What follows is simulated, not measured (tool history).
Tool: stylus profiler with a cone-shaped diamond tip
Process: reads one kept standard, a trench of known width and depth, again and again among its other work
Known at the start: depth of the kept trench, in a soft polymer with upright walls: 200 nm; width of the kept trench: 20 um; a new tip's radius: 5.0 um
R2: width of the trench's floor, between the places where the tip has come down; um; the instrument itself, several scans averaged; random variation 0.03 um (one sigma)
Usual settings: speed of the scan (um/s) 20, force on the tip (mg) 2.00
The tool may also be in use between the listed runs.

Run 1, day 0.000: usual settings. Result: depth of the trench (nm) 202.18, R2 16.33 um.
Run 2, day 1.862: usual settings. Result: depth of the trench (nm) 202.18, R2 16.31 um.
Run 3, day 3.938: usual settings. Result: depth of the trench (nm) 202.21, R2 16.25 um.
Run 4, day 7.183: usual settings but force on the tip (mg) 0.86. Result: depth of the trench (nm) 201.31, R2 16.11 um.
Run 5, day 10.142: usual settings but force on the tip (mg) 0.86. Result: depth of the trench (nm) 201.32, R2 16.16 um.
Run 6, day 12.954: usual settings but force on the tip (mg) 1.65. Result: depth of the trench (nm) 201.99, R2 16.18 um.
Run 7, day 15.446: usual settings but force on the tip (mg) 1.17. Result: depth of the trench (nm) 201.91, R2 16.12 um.
At day 17.042: new tip fitted, height scale calibrated.
Run 8, day 18.867: usual settings but speed of the scan (um/s) 22, force on the tip (mg) 1.17. Result: depth of the trench (nm) 201.27, R2 16.95 um.
Run 9, day 20.717: usual settings but speed of the scan (um/s) 22, force on the tip (mg) 0.86. Result: depth of the trench (nm) 201.24, R2 16.88 um.
Run 10, day 23.000: usual settings but speed of the scan (um/s) 22, force on the tip (mg) 0.86. Result: depth of the trench (nm) 201.14, R2 16.83 um.
Run 11, day 26.083: usual settings but speed of the scan (um/s) 42. Result: depth of the trench (nm) 201.91, R2 16.71 um.
Run 12, day 27.933: usual settings but speed of the scan (um/s) 42. Result: depth of the trench (nm) 201.99, R2 16.66 um.
Run 13, day 29.679: usual settings but speed of the scan (um/s) 5. Result: depth of the trench (nm) 201.98, R2 16.87 um.
Run 14, day 32.317: usual settings but force on the tip (mg) 0.91. Result: depth of the trench (nm) 201.37, R2 16.71 um.
Run 15, day 35.146: usual settings but speed of the scan (um/s) 5, force on the tip (mg) 0.91. Result: depth of the trench (nm) 201.24, R2 16.82 um.
Run 16, day 38.258: usual settings. Result: depth of the trench (nm) 201.86, R2 16.70 um.
At day 38.438: height scale calibrated on a step standard.
Run 17, day 39.688: usual settings. Result: depth of the trench (nm) 202.26, R2 16.67 um.
Run 18, day 42.558: usual settings but speed of the scan (um/s) 80. Result: depth of the trench (nm) 202.14, R2 16.23 um.
Run 19, day 45.475: usual settings but speed of the scan (um/s) 80. Result: depth of the trench (nm) 202.21, R2 16.15 um.
Run 20, day 46.850: usual settings but speed of the scan (um/s) 80. Result: depth of the trench (nm) 202.02, R2 16.07 um.
At day 49.379: height scale calibrated on a step standard, once more.
Run 21, day 50.008: usual settings but speed of the scan (um/s) 6. Result: depth of the trench (nm) 202.03, R2 16.54 um.
Run 22, day 52.838: usual settings but speed of the scan (um/s) 6. Result: depth of the trench (nm) 202.05, R2 16.53 um.
Run 23, day 54.408: usual settings but speed of the scan (um/s) 5. Result: depth of the trench (nm) 202.12, R2 16.50 um.
Run 24, day 56.612: usual settings but speed of the scan (um/s) 11, force on the tip (mg) 1.63. Result: depth of the trench (nm) 202.09, R2 16.45 um.
Run 25, day 59.083: usual settings but speed of the scan (um/s) 11, force on the tip (mg) 2.41. Result: depth of the trench (nm) 202.30, R2 16.42 um.
Run 26, day 60.958: usual settings but speed of the scan (um/s) 6, force on the tip (mg) 3.56. Result: depth of the trench (nm) 203.18, R2 16.44 um.
Run 27, day 64.117: usual settings but speed of the scan (um/s) 6, force on the tip (mg) 3.56. Result: depth of the trench (nm) 203.17, R2 16.42 um.
Run 28, day 66.858: usual settings but speed of the scan (um/s) 6, force on the tip (mg) 3.56. Result: depth of the trench (nm) 203.05, R2 16.30 um.
Run 29, day 68.896: usual settings but speed of the scan (um/s) 6, force on the tip (mg) 3.56. Result: depth of the trench (nm) 202.97, R2 16.30 um.
Run 30, day 71.529: usual settings but speed of the scan (um/s) 6, force on the tip (mg) 3.56. Result: depth of the trench (nm) 203.16, R2 16.28 um.
Run 31, day 73.188: usual settings but speed of the scan (um/s) 9, force on the tip (mg) 1.80. Result: depth of the trench (nm) 202.28, R2 16.22 um.
At day 75.162: new tip fitted, height scale calibrated.
Run 32, day 75.254: usual settings but speed of the scan (um/s) 57, force on the tip (mg) 2.27. Result: depth of the trench (nm) 202.18, R2 16.81 um.
Run 33, day 77.921: usual settings but speed of the scan (um/s) 17, force on the tip (mg) 1.59. Result: depth of the trench (nm) 201.72, R2 16.99 um.
Run 34, day 81.021: usual settings but speed of the scan (um/s) 17, force on the tip (mg) 1.59. Result: depth of the trench (nm) 201.70, R2 16.91 um.
Run 35, day 83.592: usual settings but speed of the scan (um/s) 7, force on the tip (mg) 5.04. Result: depth of the trench (nm) 203.61, R2 16.97 um.
Run 36, day 86.654: usual settings but speed of the scan (um/s) 15, force on the tip (mg) 0.72. Result: depth of the trench (nm) 201.15, R2 16.79 um.
Run 37, day 89.121: usual settings but speed of the scan (um/s) 15, force on the tip (mg) 0.72. Result: depth of the trench (nm) 200.94, R2 16.81 um.
Run 38, day 91.271: usual settings but speed of the scan (um/s) 12, force on the tip (mg) 5.42. Result: depth of the trench (nm) 204.11, R2 16.82 um.
Run 39, day 94.396: usual settings but speed of the scan (um/s) 12, force on the tip (mg) 5.42. Result: depth of the trench (nm) 204.02, R2 16.82 um.
Run 40, day 97.058: usual settings but speed of the scan (um/s) 17, force on the tip (mg) 4.30. Result: depth of the trench (nm) 203.41, R2 16.70 um.
Run 41, day 100.104: usual settings but speed of the scan (um/s) 17, force on the tip (mg) 4.30. Result: depth of the trench (nm) 203.32, R2 16.66 um.
Run 42, day 102.962: usual settings but speed of the scan (um/s) 17, force on the tip (mg) 0.73. Result: depth of the trench (nm) 201.18, R2 16.50 um.
Run 43, day 105.788: usual settings but speed of the scan (um/s) 18, force on the tip (mg) 1.22. Result: depth of the trench (nm) 201.70, R2 16.45 um.
Run 44, day 107.642: usual settings but speed of the scan (um/s) 10, force on the tip (mg) 4.64. Result: depth of the trench (nm) 203.62, R2 16.61 um.
Run 45, day 110.850: usual settings but speed of the scan (um/s) 10, force on the tip (mg) 4.64. Result: depth of the trench (nm) 203.77, R2 16.54 um.

Forecast each of these 5 alternatives for the next run:
Run A, day 112.533: usual settings but speed of the scan (um/s) 53, force on the tip (mg) 0.93. Result: depth of the trench (nm) ?, R2 ?.
Run B, day 112.533: usual settings but speed of the scan (um/s) 61, force on the tip (mg) 1.25. Result: depth of the trench (nm) ?, R2 ?.
Run C, day 112.533: usual settings but speed of the scan (um/s) 16. Result: depth of the trench (nm) ?, R2 ?.
Run D, day 112.533: usual settings but speed of the scan (um/s) 10, force on the tip (mg) 3.38. Result: depth of the trench (nm) ?, R2 ?.
Run E, day 112.533: usual settings but speed of the scan (um/s) 46, force on the tip (mg) 3.52. Result: depth of the trench (nm) ?, R2 ?.

run  depth of the trench (nm)     R2
  A                    201.45  16.08
  B                    201.65  16.02
  C                    202.16  16.46
  D                    203.17  16.48
  E                    203.11  16.30
Without the tool's hidden state the same runs would have given:
run  depth of the trench (nm)     R2
  A                    201.21  16.72
  B                    201.40  16.66
  C                    201.91  17.10
  D                    202.92  17.12
  E                    202.86  16.94
